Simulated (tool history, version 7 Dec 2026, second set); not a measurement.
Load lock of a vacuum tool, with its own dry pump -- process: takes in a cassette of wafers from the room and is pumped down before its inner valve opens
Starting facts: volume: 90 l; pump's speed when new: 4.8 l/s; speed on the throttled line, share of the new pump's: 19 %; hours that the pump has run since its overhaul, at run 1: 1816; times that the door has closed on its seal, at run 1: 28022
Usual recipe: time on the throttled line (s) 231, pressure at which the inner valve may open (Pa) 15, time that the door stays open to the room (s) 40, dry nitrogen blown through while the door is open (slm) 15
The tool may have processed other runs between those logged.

run    hour  time on the throttled line (s)  pressure at which the inner valve may open (Pa)  time that the door stays open to the room (s)  dry nitrogen blown through while the door is open (slm)  hours that the pump has run since its overhaul  times that the door has closed on its seal  incoming humidity of the room's air, %  time from the closed door until the inner valve may open (s)  rise of the pressure with all valves shut (Pa/min)
  1       0                             231                                               15                                             40                                                       15                                            1816                                       28022                                    44.4                                                         354.2                                               0.237
  2    98.7                             231                                               15                                             40                                                       15                                            1915                                       28428                                    41.9                                                         354.4                                               0.252
  3   159.2                             231                                               15                                             40                                                       15                                            1975                                       28677                                      44                                                         354.3                                               0.255
  4   259.1                             231                                               15                                             40                                                       15                                            2075                                       29088                                    47.1                                                         354.5                                                0.26
  5   326.1                             231                                               15                                             40                                                       15                                            2142                                       29365                                    44.7                                                         352.8                                               0.259
  6   416.8                             231                                               15                                             40                                                       17                                            2233                                       29738                                      43                                                         348.9                                               0.257
  7   478.7                             231                                               15                                             40                                                       15                                            2295                                       29993                                    44.9                                                         351.5                                               0.274
  8   530.9                             231                                               15                                             40                                                       15                                            2347                                       30207                                    42.8                                                         356.7                                               0.271
  9   630.2                             231                                               15                                             40                                                       15                                            2446                                       30616                                    39.7                                                         355.2                                               0.276
 10   732.6                             231                                               15                                             40                                                       15                                            2549                                       31038                                      43                                                         350.7                                               0.287
 11   779.9                             231                                               15                                             40                                                        6                                            2596                                       31233                                    46.7                                                         355.3                                               0.281
 12   886.2                             231                                               15                                             40                                                        6                                            2702                                       31671                                    44.8                                                         355.5                                                0.29
 13   937.8                             231                                               15                                             40                                                       10                                            2754                                       31883                                    44.4                                                         355.3                                               0.293
 14    1018                             231                                               29                                             40                                                       15                                            2834                                       32213                                    46.5                                                           340                                               0.288
 15  1124.9                             231                                               29                                             40                                                       15                                            2941                                       32653                                    42.3                                                         343.1                                               0.303
 16    1187                             395                                               15                                             40                                                       15                                            3003                                       32909                                    45.2                                                         487.9                                               0.307
 17  1235.8                             231                                               15                                             40                                                        7                                            3052                                       33110                                    44.5                                                         356.4                                                0.31
 18  1322.4                             231                                               15                                             40                                                        7                                            3138                                       33466                                    46.5                                                           355                                               0.313
 19  1419.8                             231                                               27                                             51                                                        8                                            3236                                       33867                                    47.2                                                         345.5                                               0.325
 20  1464.3                             269                                               27                                             51                                                       24                                            3280                                       34050                                    46.2                                                         373.3                                               0.321
 21  1553.5                             426                                               16                                             40                                                       15                                            3370                                       34418                                    45.3                                                         508.2                                               0.324
 22  1623.5                             209                                               22                                             72                                                       18                                            3439                                       34706                                    45.9                                                         330.6                                               0.338
 23  1669.7                             389                                               15                                             40                                                       14                                            3486                                       34896                                    42.5                                                           481                                               0.341
 24  1751.2                             180                                               15                                             40                                                       14                                            3567                                       35232                                    40.8                                                         319.7                                                0.33
 25  1856.9                             279                                               15                                             27                                                       15                                            3673                                       35667                                    48.4                                                           398                                               0.346
 26  1958.5                             279                                               15                                             27                                                       15                                            3775                                       36085                                    43.7                                                         396.5                                               0.346
 27  2059.5                             231                                               15                                             40                                                       36                                            3876                                       36501                                    44.4                                                         358.2                                                0.35
 28  2120.2                             231                                               15                                             40                                                       36                                            3936                                       36751                                    42.5                                                         353.7                                               0.357
 29  2206.9                             400                                               13                                             40                                                       15                                            4023                                       37108                                    44.5                                                         497.7                                               0.358
 30  2265.1                             229                                               17                                             52                                                        5                                            4081                                       37347                                    44.8                                                         351.9                                               0.372
 31  2337.1                             229                                               17                                             52                                                        5                                            4153                                       37644                                    47.5                                                         349.8                                               0.383
 32  2406.2                             231                                               15                                             30                                                       42                                            4222                                       37928                                    44.6                                                           358                                               0.371
 33  2459.8                             449                                               16                                             49                                                       19                                            4276                                       38149                                    49.8                                                         530.4                                               0.381
 34  2556.7                             449                                               16                                             49                                                       19                                            4373                                       38548                                    42.7                                                           531                                               0.393
 35  2646.9                             231                                               18                                             50                                                       38                                            4463                                       38919                                    42.2                                                         353.6                                               0.391

Branching from run 35: 4 alternative next runs. What would each branch give?
  A  2731.9                             231                                               11                                             68                                                       17                                            4548                                       39269                                    43.5                                                             ?                                                   ?
  B  2731.9                             231                                               15                                            202                                                        5                                            4548                                       39269                                    41.1                                                             ?                                                   ?
  C  2731.9                             231                                               15                                            207                                                       15                                            4548                                       39269                                    45.5                                                             ?                                                   ?
  D  2731.9                             318                                               21                                            123                                                       38                                            4548                                       39269                                    52.4                                                             ?                                                   ?

run  time from the closed door until the inner valve may open (s)  rise of the pressure with all valves shut (Pa/min)
  A                                                           366                                               0.398
  B                                                         357.1                                                0.43
  C                                                         360.6                                               0.431
  D                                                         419.8                                               0.405
Stripped of hidden state, with their random variation kept, the same runs would have yielded:
run  time from the closed door until the inner valve may open (s)  rise of the pressure with all valves shut (Pa/min)
  A                                                         359.3                                               0.014
  B                                                         350.7                                               0.046
  C                                                         354.1                                               0.044
  D                                                         414.6                                               0.019

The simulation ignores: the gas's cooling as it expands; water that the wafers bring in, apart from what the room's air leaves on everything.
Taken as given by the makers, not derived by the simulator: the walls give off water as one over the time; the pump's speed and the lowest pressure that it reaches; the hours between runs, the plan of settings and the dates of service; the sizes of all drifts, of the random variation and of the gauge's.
